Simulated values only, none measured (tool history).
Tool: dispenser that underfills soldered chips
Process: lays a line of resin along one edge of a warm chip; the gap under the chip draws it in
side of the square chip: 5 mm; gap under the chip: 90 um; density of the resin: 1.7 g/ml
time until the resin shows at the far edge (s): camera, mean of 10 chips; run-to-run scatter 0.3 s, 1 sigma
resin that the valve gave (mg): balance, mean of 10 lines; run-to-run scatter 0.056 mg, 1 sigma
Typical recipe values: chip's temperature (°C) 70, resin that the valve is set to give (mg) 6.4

run	day	chip's temperature (°C)	resin that the valve is set to give (mg)	time until the resin shows at the far edge (s)	resin that the valve gave (mg)
1	0	70	6.4	5.1	5.94
2	0.267	70	6.4	7.2	5.91
3	0.525	70	6.4	10	6.04
# day 0.588: new syringe of resin
4	0.838	70	6.73	6.3	6.32
5	1.167	70	5.68	10.6	5.34
# day 1.258: new syringe of resin
6	1.371	70	6.4	4.8	5.88
7	1.712	70	6.4	8.3	5.9
# day 1.912: new syringe of resin
8	1.967	70	6.4	4.6	5.9
9	2.133	70	6.4	5.7	5.85
10	2.45	59	6.4	14.1	5.9
# day 2.562: new syringe of resin
11	2.65	59	6.4	7	5.81
12	2.983	59	6.4	11.6	5.8
13	3.158	59	6.4	14.9	5.76
# day 3.221: dispensing valve cleaned and set on the balance
# day 3.275: new syringe of resin
14	3.388	70	6.4	4.3	6.36
15	3.671	70	6.4	8.1	6.37
# day 3.946: new syringe of resin
16	4.021	61	6.4	7.2	6.39
17	4.375	61	6.4	11.6	6.32
# day 4.612: new syringe of resin
18	4.742	61	6.4	7.3	6.16
19	5.021	58	6.4	11.6	6.07
20	5.217	60	5.75	14.9	5.57
# day 5.271: new syringe of resin
21	5.429	60	6.2	7.7	6
22	5.746	60	6.2	12.7	5.94
# day 5.921: new syringe of resin
23	5.921	82	6.62	2.9	6.41
24	6.15	62	6.58	7.9	6.18
25	6.458	62	6.58	12	6.21
# day 6.583: new syringe of resin
26	6.7	66	7.38	6.1	6.99
27	7.054	60	6.02	13.2	5.54
28	7.204	60	6.02	15.9	5.48
# day 7.238: new syringe of resin
29	7.392	76	6.47	4.5	6.16
30	7.617	57	5.79	11.8	5.33
# day 7.904: new syringe of resin
31	7.938	80	5.55	3.6	5.21
32	8.279	80	5.55	5.7	5.07
# day 8.567: new syringe of resin
33	8.575	56	5.99	7.4	5.54
34	8.758	56	5.99	10.4	5.5
35	8.904	75	5.47	5.7	4.93
36	9.125	69	5.99	10.7	5.38
# day 9.221: new syringe of resin
37	9.321	76	5.77	3.7	5.26

Difference, measured minus no-hidden-state, one row per run. Run-to-run variation is common to both terms; the gauge's own scatter need not be:
The hidden state here: resin's viscosity, % of fresh resin's; dose that the valve gives, % of what is set; true chip temperature over the reading, C; drift of the gauge itself on fill_s, %; drift of the gauge itself on given_mg, %.
run	time until the resin shows at the far edge (s)	resin that the valve gave (mg)
1	+0.5	-0.33
2	+2.8	-0.36
3	+6	-0.39
4	+1.9	-0.44
5	+5.9	-0.39
6	+0.9	-0.46
7	+4.3	-0.5
8	+0.4	-0.51
9	+1.7	-0.54
10	+8	-0.57
11	+1	-0.58
12	+5.6	-0.62
13	+9.2	-0.63
14	+0.8	-0.04
15	+3.5	-0.06
16	+0.9	-0.1
17	+5.6	-0.13
18	+1.2	-0.16
19	+5.3	-0.19
20	+8.8	-0.19
21	+1.8	-0.22
22	+6.3	-0.25
23	+0	-0.28
24	+2.4	-0.31
25	+6.8	-0.34
26	+1.1	-0.4
27	+6.8	-0.35
28	+10	-0.36
29	+0.8	-0.42
30	+5.3	-0.39
31	+0.3	-0.4
32	+2.4	-0.43
33	+0.4	-0.49
34	+2.8	-0.51
35	+2.7	-0.48
36	+6.2	-0.54
37	+0.7	-0.54

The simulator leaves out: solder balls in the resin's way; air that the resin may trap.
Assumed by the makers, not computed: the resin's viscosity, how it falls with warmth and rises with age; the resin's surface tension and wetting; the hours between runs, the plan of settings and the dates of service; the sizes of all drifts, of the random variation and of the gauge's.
